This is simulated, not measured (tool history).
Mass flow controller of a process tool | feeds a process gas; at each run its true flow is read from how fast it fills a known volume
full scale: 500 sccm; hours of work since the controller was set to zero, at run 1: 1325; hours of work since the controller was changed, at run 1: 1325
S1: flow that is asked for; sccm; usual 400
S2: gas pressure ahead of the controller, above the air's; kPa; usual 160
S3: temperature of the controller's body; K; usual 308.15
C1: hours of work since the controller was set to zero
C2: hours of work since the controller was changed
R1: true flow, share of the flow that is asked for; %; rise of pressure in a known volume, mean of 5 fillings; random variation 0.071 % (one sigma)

run,hour,S1,S2,S3,C1,C2,R1
1,0.0,400,160,308.15,1325,1325,101.06
2,102.0,400,160,308.15,1373,1373,101.11
3,255.2,400,160,308.15,1444,1444,101.32
4,385.7,400,160,308.15,1505,1505,101.32
5,510.1,400,160,308.15,1563,1563,101.37
6,593.6,400,160,308.15,1602,1602,101.28
7,661.5,400,160,308.15,1634,1634,101.37
8,746.0,400,160,308.15,1673,1673,101.35
9,818.7,400,160,308.15,1707,1707,101.30
10,946.5,400,160,308.15,1767,1767,101.47
11,1065.8,214,273,308.15,1823,1823,99.84
12,1222.8,400,157,308.15,1896,1896,101.48
13,1347.9,400,157,308.15,1954,1954,101.53
14,1427.8,400,160,297.15,1992,1992,101.34
15,1549.9,287,180,302.15,2049,2049,100.85
16,1618.0,321,160,308.15,2080,2080,101.32
17,1745.9,178,248,308.15,2140,2140,100.13
18,1860.9,400,143,308.15,2194,2194,101.76
19,2002.2,400,147,294.15,2260,2260,101.48
20,2086.2,299,211,294.15,2299,2299,100.63

3 ways to go on from here, each from the tool as it stands after run 20. What would each give?
A,2236.0,70,160,301.15,2369,2369,?
B,2236.0,425,252,302.15,2369,2369,?
C,2236.0,209,240,294.15,2369,2369,?

run,R1
A,101.14
B,100.90
C,100.14
Without the tool's hidden state the same runs would have given:
run,R1
A,98.62
B,99.28
C,98.33
